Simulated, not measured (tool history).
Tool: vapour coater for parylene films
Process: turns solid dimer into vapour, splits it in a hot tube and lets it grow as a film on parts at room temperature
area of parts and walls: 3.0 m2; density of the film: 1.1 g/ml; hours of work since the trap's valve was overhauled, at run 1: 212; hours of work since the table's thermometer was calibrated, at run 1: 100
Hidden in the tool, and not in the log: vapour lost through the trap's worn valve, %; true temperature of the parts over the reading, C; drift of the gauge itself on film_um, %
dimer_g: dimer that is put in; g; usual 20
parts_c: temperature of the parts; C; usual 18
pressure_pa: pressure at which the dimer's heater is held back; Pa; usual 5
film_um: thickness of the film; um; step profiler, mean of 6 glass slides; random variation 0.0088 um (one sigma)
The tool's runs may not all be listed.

run	hour	dimer_g	parts_c	pressure_pa	hours of work since the trap's valve was overhauled	hours of work since the table's thermometer was calibrated	film_um
1	0	20	18	5	212	100	3.702
2	14.2	20	18	5	221	109	3.695
3	26.5	20	18	5	229	116	3.696
4	48.3	20	18	5	242	129	3.699
5	60	20	18	5	249	136	3.689
6	84.8	20	18	5	264	152	3.671
7	96.9	20	18	5	272	159	3.692
8	124.5	20	25	5	288	176	3.282
9	152.1	20	25	5	305	193	3.276
10	169	20	18	5	316	203	3.649
11	183.2	20	23	8.54	324	212	3.152
# hour 188.9: trap's valve overhauled
12	203.3	20	20	8.54	9	221	3.217
13	220.2	20	21	6.5	19	232	3.294
14	239.7	20	18	3.43	31	244	3.761
15	257.8	28	18	2.34	42	255	5.508
16	283.2	21	17	4.33	57	270	3.877
17	306.2	20	17	2.18	71	284	4.039
18	321	23	11	2.34	81	293	5.08
# hour 331.8: trap's valve overhauled, once more
19	348.9	14	18	3.09	10	308	2.835
20	377.6	29	22	3.09	28	325	5.487

5 ways to go on from here, each from the tool as it stands after run 20. What would each give?
A	399.5	26	18	5	41	339	?
B	399.5	9	22	11.88	41	339	?
C	399.5	11	29	6.57	41	339	?
D	399.5	20	18	10.71	41	339	?
E	399.5	17	11	7.47	41	339	?

run	film_um
A	4.948
B	1.416
C	1.679
D	3.43
E	3.425
Without the tool's hidden state the same runs would have given:
run	film_um
A	4.955
B	1.419
C	1.681
D	3.436
E	3.43

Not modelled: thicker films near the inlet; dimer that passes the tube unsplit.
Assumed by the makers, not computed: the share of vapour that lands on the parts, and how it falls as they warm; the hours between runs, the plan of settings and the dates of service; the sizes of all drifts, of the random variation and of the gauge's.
